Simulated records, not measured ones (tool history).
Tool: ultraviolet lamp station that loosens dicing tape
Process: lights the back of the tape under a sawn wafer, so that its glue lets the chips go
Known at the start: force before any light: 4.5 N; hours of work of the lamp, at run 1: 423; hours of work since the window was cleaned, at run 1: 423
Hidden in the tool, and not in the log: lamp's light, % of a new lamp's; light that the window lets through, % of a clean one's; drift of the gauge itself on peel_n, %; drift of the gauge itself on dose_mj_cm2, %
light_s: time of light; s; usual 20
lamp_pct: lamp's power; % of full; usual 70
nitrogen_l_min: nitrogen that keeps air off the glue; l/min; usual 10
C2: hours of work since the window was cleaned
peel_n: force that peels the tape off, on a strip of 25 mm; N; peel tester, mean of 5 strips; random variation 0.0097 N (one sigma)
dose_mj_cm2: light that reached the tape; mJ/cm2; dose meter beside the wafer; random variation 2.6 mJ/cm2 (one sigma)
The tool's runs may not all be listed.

{"run": 1, "hour": 0.0, "light_s": 20, "lamp_pct": 70, "nitrogen_l_min": 10, "hours of work of the lamp": 423, "C2": 423, "peel_n": 0.417, "dose_mj_cm2": 319}
{"run": 2, "hour": 11.6, "light_s": 20, "lamp_pct": 70, "nitrogen_l_min": 10, "hours of work of the lamp": 429, "C2": 429, "peel_n": 0.412, "dose_mj_cm2": 322}
{"run": 3, "hour": 25.7, "light_s": 20, "lamp_pct": 70, "nitrogen_l_min": 10, "hours of work of the lamp": 435, "C2": 435, "peel_n": 0.411, "dose_mj_cm2": 326}
{"run": 4, "hour": 47.2, "light_s": 20, "lamp_pct": 70, "nitrogen_l_min": 10, "hours of work of the lamp": 445, "C2": 445, "peel_n": 0.41, "dose_mj_cm2": 324}
{"run": 5, "hour": 62.8, "light_s": 20, "lamp_pct": 70, "nitrogen_l_min": 10, "hours of work of the lamp": 452, "C2": 452, "peel_n": 0.425, "dose_mj_cm2": 323}
{"run": 6, "hour": 85.0, "light_s": 20, "lamp_pct": 70, "nitrogen_l_min": 10, "hours of work of the lamp": 462, "C2": 462, "peel_n": 0.435, "dose_mj_cm2": 325}
{"run": 7, "hour": 98.0, "light_s": 20, "lamp_pct": 70, "nitrogen_l_min": 10, "hours of work of the lamp": 468, "C2": 468, "peel_n": 0.426, "dose_mj_cm2": 326}
{"run": 8, "hour": 118.9, "light_s": 20, "lamp_pct": 70, "nitrogen_l_min": 10, "hours of work of the lamp": 477, "C2": 477, "peel_n": 0.401, "dose_mj_cm2": 326}
{"run": 9, "hour": 140.0, "light_s": 20, "lamp_pct": 70, "nitrogen_l_min": 10, "hours of work of the lamp": 487, "C2": 487, "peel_n": 0.411, "dose_mj_cm2": 330}
{"run": 10, "hour": 160.2, "light_s": 13, "lamp_pct": 70, "nitrogen_l_min": 10, "hours of work of the lamp": 496, "C2": 496, "peel_n": 0.906, "dose_mj_cm2": 215}
{"run": 11, "hour": 184.1, "light_s": 39, "lamp_pct": 70, "nitrogen_l_min": 10, "hours of work of the lamp": 506, "C2": 506, "peel_n": 0.117, "dose_mj_cm2": 641}
{"run": 12, "hour": 200.4, "light_s": 39, "lamp_pct": 70, "nitrogen_l_min": 10, "hours of work of the lamp": 514, "C2": 514, "peel_n": 0.116, "dose_mj_cm2": 634}
{"run": 13, "hour": 218.2, "light_s": 39, "lamp_pct": 70, "nitrogen_l_min": 10, "hours of work of the lamp": 522, "C2": 522, "peel_n": 0.119, "dose_mj_cm2": 632}
{"run": 14, "hour": 229.4, "light_s": 20, "lamp_pct": 64, "nitrogen_l_min": 10, "hours of work of the lamp": 527, "C2": 527, "peel_n": 0.514, "dose_mj_cm2": 290}
{"run": 15, "hour": 247.9, "light_s": 20, "lamp_pct": 64, "nitrogen_l_min": 10, "hours of work of the lamp": 535, "C2": 535, "peel_n": 0.486, "dose_mj_cm2": 296}
{"hour": 255.3, "done": "window cleaned of glue's vapour"}
{"run": 16, "hour": 259.8, "light_s": 20, "lamp_pct": 64, "nitrogen_l_min": 10, "hours of work of the lamp": 540, "C2": 2, "peel_n": 0.489, "dose_mj_cm2": 296}
{"run": 17, "hour": 271.0, "light_s": 20, "lamp_pct": 64, "nitrogen_l_min": 10, "hours of work of the lamp": 545, "C2": 7, "peel_n": 0.506, "dose_mj_cm2": 293}
{"run": 18, "hour": 295.3, "light_s": 20, "lamp_pct": 64, "nitrogen_l_min": 10, "hours of work of the lamp": 556, "C2": 18, "peel_n": 0.506, "dose_mj_cm2": 300}
{"run": 19, "hour": 310.3, "light_s": 20, "lamp_pct": 70, "nitrogen_l_min": 10, "hours of work of the lamp": 563, "C2": 25, "peel_n": 0.422, "dose_mj_cm2": 323}
{"run": 20, "hour": 322.3, "light_s": 20, "lamp_pct": 99, "nitrogen_l_min": 10, "hours of work of the lamp": 568, "C2": 30, "peel_n": 0.211, "dose_mj_cm2": 459}
{"run": 21, "hour": 334.8, "light_s": 21, "lamp_pct": 99, "nitrogen_l_min": 10, "hours of work of the lamp": 574, "C2": 36, "peel_n": 0.183, "dose_mj_cm2": 481}
{"run": 22, "hour": 346.9, "light_s": 12, "lamp_pct": 95, "nitrogen_l_min": 4, "hours of work of the lamp": 580, "C2": 41, "peel_n": 0.94, "dose_mj_cm2": 266}
{"run": 23, "hour": 367.2, "light_s": 20, "lamp_pct": 73, "nitrogen_l_min": 10, "hours of work of the lamp": 589, "C2": 50, "peel_n": 0.384, "dose_mj_cm2": 332}
{"run": 24, "hour": 380.0, "light_s": 20, "lamp_pct": 70, "nitrogen_l_min": 12, "hours of work of the lamp": 594, "C2": 56, "peel_n": 0.382, "dose_mj_cm2": 325}
{"run": 25, "hour": 398.2, "light_s": 11, "lamp_pct": 85, "nitrogen_l_min": 19, "hours of work of the lamp": 603, "C2": 64, "peel_n": 0.698, "dose_mj_cm2": 222}
{"run": 26, "hour": 411.3, "light_s": 12, "lamp_pct": 77, "nitrogen_l_min": 3, "hours of work of the lamp": 609, "C2": 70, "peel_n": 1.399, "dose_mj_cm2": 213}
{"run": 27, "hour": 433.9, "light_s": 12, "lamp_pct": 77, "nitrogen_l_min": 3, "hours of work of the lamp": 619, "C2": 80, "peel_n": 1.372, "dose_mj_cm2": 218}
{"run": 28, "hour": 452.5, "light_s": 12, "lamp_pct": 77, "nitrogen_l_min": 3, "hours of work of the lamp": 627, "C2": 89, "peel_n": 1.399, "dose_mj_cm2": 218}
{"run": 29, "hour": 470.0, "light_s": 30, "lamp_pct": 86, "nitrogen_l_min": 18, "hours of work of the lamp": 635, "C2": 97, "peel_n": 0.115, "dose_mj_cm2": 597}
{"run": 30, "hour": 486.4, "light_s": 34, "lamp_pct": 70, "nitrogen_l_min": 4, "hours of work of the lamp": 642, "C2": 104, "peel_n": 0.244, "dose_mj_cm2": 545}
{"run": 31, "hour": 499.5, "light_s": 21, "lamp_pct": 70, "nitrogen_l_min": 6, "hours of work of the lamp": 648, "C2": 110, "peel_n": 0.503, "dose_mj_cm2": 344}
{"run": 32, "hour": 522.9, "light_s": 20, "lamp_pct": 70, "nitrogen_l_min": 5, "hours of work of the lamp": 659, "C2": 121, "peel_n": 0.596, "dose_mj_cm2": 330}
{"run": 33, "hour": 547.4, "light_s": 20, "lamp_pct": 70, "nitrogen_l_min": 5, "hours of work of the lamp": 670, "C2": 132, "peel_n": 0.619, "dose_mj_cm2": 324}
{"run": 34, "hour": 566.1, "light_s": 20, "lamp_pct": 70, "nitrogen_l_min": 5, "hours of work of the lamp": 678, "C2": 140, "peel_n": 0.582, "dose_mj_cm2": 325}
{"run": 35, "hour": 585.8, "light_s": 20, "lamp_pct": 62, "nitrogen_l_min": 3, "hours of work of the lamp": 687, "C2": 149, "peel_n": 0.92, "dose_mj_cm2": 286}
{"run": 36, "hour": 609.9, "light_s": 20, "lamp_pct": 62, "nitrogen_l_min": 3, "hours of work of the lamp": 698, "C2": 160, "peel_n": 0.934, "dose_mj_cm2": 290}
{"run": 37, "hour": 620.8, "light_s": 20, "lamp_pct": 62, "nitrogen_l_min": 3, "hours of work of the lamp": 703, "C2": 165, "peel_n": 0.975, "dose_mj_cm2": 288}
{"run": 38, "hour": 642.4, "light_s": 16, "lamp_pct": 84, "nitrogen_l_min": 18, "hours of work of the lamp": 713, "C2": 174, "peel_n": 0.355, "dose_mj_cm2": 312}
{"run": 39, "hour": 660.0, "light_s": 16, "lamp_pct": 84, "nitrogen_l_min": 18, "hours of work of the lamp": 721, "C2": 182, "peel_n": 0.359, "dose_mj_cm2": 309}
{"run": 40, "hour": 682.9, "light_s": 17, "lamp_pct": 68, "nitrogen_l_min": 7, "hours of work of the lamp": 731, "C2": 193, "peel_n": 0.709, "dose_mj_cm2": 268}
{"run": 41, "hour": 704.9, "light_s": 12, "lamp_pct": 70, "nitrogen_l_min": 14, "hours of work of the lamp": 741, "C2": 203, "peel_n": 0.93, "dose_mj_cm2": 195}
{"run": 42, "hour": 723.1, "light_s": 12, "lamp_pct": 70, "nitrogen_l_min": 14, "hours of work of the lamp": 749, "C2": 211, "peel_n": 0.912, "dose_mj_cm2": 196}

Forecast each of these 4 alternatives for the next run:
{"run": "A", "hour": 733.0, "light_s": 38, "lamp_pct": 97, "nitrogen_l_min": 6, "hours of work of the lamp": 754, "C2": 215, "peel_n": "?", "dose_mj_cm2": "?"}
{"run": "B", "hour": 733.0, "light_s": 14, "lamp_pct": 94, "nitrogen_l_min": 16, "hours of work of the lamp": 754, "C2": 215, "peel_n": "?", "dose_mj_cm2": "?"}
{"run": "C", "hour": 733.0, "light_s": 36, "lamp_pct": 70, "nitrogen_l_min": 10, "hours of work of the lamp": 754, "C2": 215, "peel_n": "?", "dose_mj_cm2": "?"}
{"run": "D", "hour": 733.0, "light_s": 13, "lamp_pct": 70, "nitrogen_l_min": 3, "hours of work of the lamp": 754, "C2": 215, "peel_n": "?", "dose_mj_cm2": "?"}

run=A peel_n=0.105 dose_mj_cm2=854
run=B peel_n=0.371 dose_mj_cm2=306
run=C peel_n=0.137 dose_mj_cm2=585
run=D peel_n=1.414 dose_mj_cm2=208
Without the tool's hidden state the same runs would have given:
run=A peel_n=0.105 dose_mj_cm2=856
run=B peel_n=0.37 dose_mj_cm2=307
run=C peel_n=0.136 dose_mj_cm2=586
run=D peel_n=1.411 dose_mj_cm2=209
